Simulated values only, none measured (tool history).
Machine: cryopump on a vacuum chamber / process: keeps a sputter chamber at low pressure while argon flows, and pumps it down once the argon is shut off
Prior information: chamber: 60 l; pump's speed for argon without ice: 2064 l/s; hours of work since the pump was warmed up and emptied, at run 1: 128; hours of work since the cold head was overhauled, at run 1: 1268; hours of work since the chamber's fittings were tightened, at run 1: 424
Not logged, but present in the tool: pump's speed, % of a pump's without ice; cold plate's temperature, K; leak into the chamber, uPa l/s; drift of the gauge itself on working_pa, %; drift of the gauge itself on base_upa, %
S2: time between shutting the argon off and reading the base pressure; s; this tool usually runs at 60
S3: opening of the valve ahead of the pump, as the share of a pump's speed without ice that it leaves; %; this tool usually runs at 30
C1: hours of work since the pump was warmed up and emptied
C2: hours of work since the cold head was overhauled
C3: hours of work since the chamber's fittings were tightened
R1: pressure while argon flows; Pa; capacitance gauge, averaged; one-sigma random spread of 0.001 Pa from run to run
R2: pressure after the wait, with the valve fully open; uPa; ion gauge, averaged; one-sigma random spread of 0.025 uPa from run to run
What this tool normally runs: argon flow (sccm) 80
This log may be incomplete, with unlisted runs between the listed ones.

{"run": 1, "hour": 0.0, "argon flow (sccm)": 80, "S2": 60, "S3": 30, "C1": 128, "C2": 1268, "C3": 424, "R1": 0.2219, "R2": 1.53}
{"run": 2, "hour": 95.7, "argon flow (sccm)": 80, "S2": 60, "S3": 30, "C1": 170, "C2": 1311, "C3": 466, "R1": 0.2208, "R2": 1.56}
{"run": 3, "hour": 154.2, "argon flow (sccm)": 80, "S2": 60, "S3": 30, "C1": 196, "C2": 1336, "C3": 492, "R1": 0.2212, "R2": 1.66}
{"run": 4, "hour": 280.5, "argon flow (sccm)": 80, "S2": 60, "S3": 30, "C1": 252, "C2": 1392, "C3": 548, "R1": 0.222, "R2": 1.76}
{"run": 5, "hour": 361.7, "argon flow (sccm)": 80, "S2": 60, "S3": 30, "C1": 287, "C2": 1428, "C3": 584, "R1": 0.2233, "R2": 1.7}
{"run": 6, "hour": 470.3, "argon flow (sccm)": 80, "S2": 60, "S3": 30, "C1": 335, "C2": 1475, "C3": 631, "R1": 0.2241, "R2": 1.79}
{"run": 7, "hour": 589.9, "argon flow (sccm)": 80, "S2": 60, "S3": 30, "C1": 388, "C2": 1528, "C3": 684, "R1": 0.2243, "R2": 1.88}
{"run": 8, "hour": 706.0, "argon flow (sccm)": 80, "S2": 60, "S3": 30, "C1": 439, "C2": 1579, "C3": 735, "R1": 0.2269, "R2": 1.94}
{"run": 9, "hour": 775.6, "argon flow (sccm)": 80, "S2": 60, "S3": 30, "C1": 470, "C2": 1610, "C3": 766, "R1": 0.2255, "R2": 2}
{"run": 10, "hour": 884.7, "argon flow (sccm)": 80, "S2": 160, "S3": 30, "C1": 518, "C2": 1658, "C3": 814, "R1": 0.2276, "R2": 1.5}
{"run": 11, "hour": 959.6, "argon flow (sccm)": 80, "S2": 160, "S3": 30, "C1": 551, "C2": 1691, "C3": 847, "R1": 0.2283, "R2": 1.52}
{"run": 12, "hour": 1044.0, "argon flow (sccm)": 80, "S2": 60, "S3": 30, "C1": 588, "C2": 1728, "C3": 884, "R1": 0.2285, "R2": 2.11}
{"run": 13, "hour": 1099.0, "argon flow (sccm)": 46, "S2": 38, "S3": 20, "C1": 612, "C2": 1752, "C3": 908, "R1": 0.1951, "R2": 2.73}
{"run": 14, "hour": 1194.4, "argon flow (sccm)": 83, "S2": 60, "S3": 50, "C1": 654, "C2": 1794, "C3": 950, "R1": 0.1476, "R2": 2.25}
{"run": 15, "hour": 1274.4, "argon flow (sccm)": 82, "S2": 72, "S3": 42, "C1": 689, "C2": 1829, "C3": 985, "R1": 0.1724, "R2": 2.2}
{"run": 16, "hour": 1335.9, "argon flow (sccm)": 138, "S2": 254, "S3": 30, "C1": 716, "C2": 1857, "C3": 1012, "R1": 0.401, "R2": 1.63}
{"run": 17, "hour": 1435.4, "argon flow (sccm)": 117, "S2": 60, "S3": 16, "C1": 760, "C2": 1900, "C3": 1056, "R1": 0.6174, "R2": 2.5}
{"run": 18, "hour": 1538.1, "argon flow (sccm)": 39, "S2": 128, "S3": 16, "C1": 805, "C2": 1946, "C3": 1101, "R1": 0.2064, "R2": 2}
{"run": 19, "hour": 1662.3, "argon flow (sccm)": 81, "S2": 60, "S3": 59, "C1": 860, "C2": 2000, "C3": 1156, "R1": 0.1283, "R2": 2.57}
{"run": 20, "hour": 1755.7, "argon flow (sccm)": 43, "S2": 221, "S3": 35, "C1": 901, "C2": 2041, "C3": 1197, "R1": 0.1081, "R2": 2.01}
{"run": 21, "hour": 1834.9, "argon flow (sccm)": 97, "S2": 112, "S3": 16, "C1": 936, "C2": 2076, "C3": 1232, "R1": 0.5192, "R2": 2.32}
{"run": 22, "hour": 1904.1, "argon flow (sccm)": 97, "S2": 112, "S3": 16, "C1": 966, "C2": 2107, "C3": 1263, "R1": 0.517, "R2": 2.33}
{"run": 23, "hour": 2014.5, "argon flow (sccm)": 134, "S2": 112, "S3": 18, "C1": 1015, "C2": 2155, "C3": 1311, "R1": 0.6426, "R2": 2.49}

Same runs, no hidden state in the tool, same run-to-run variation:
run=1 R1=0.219 R2=1.03
run=2 R1=0.2173 R2=1.01
run=3 R1=0.2173 R2=1.06
run=4 R1=0.2172 R2=1.11
run=5 R1=0.218 R2=1.03
run=6 R1=0.218 R2=1.04
run=7 R1=0.2173 R2=1.04
run=8 R1=0.2191 R2=1.04
run=9 R1=0.2173 R2=1.06
run=10 R1=0.2185 R2=0.49
run=11 R1=0.2187 R2=0.46
run=12 R1=0.2183 R2=1
run=13 R1=0.1889 R2=1.58
run=14 R1=0.1356 R2=1.05
run=15 R1=0.16 R2=0.92
run=16 R1=0.3792 R2=0.36
run=17 R1=0.5978 R2=1.11
run=18 R1=0.1995 R2=0.54
run=19 R1=0.1128 R2=1.03
run=20 R1=0.0996 R2=0.4
run=21 R1=0.4988 R2=0.66
run=22 R1=0.496 R2=0.64
run=23 R1=0.6117 R2=0.64
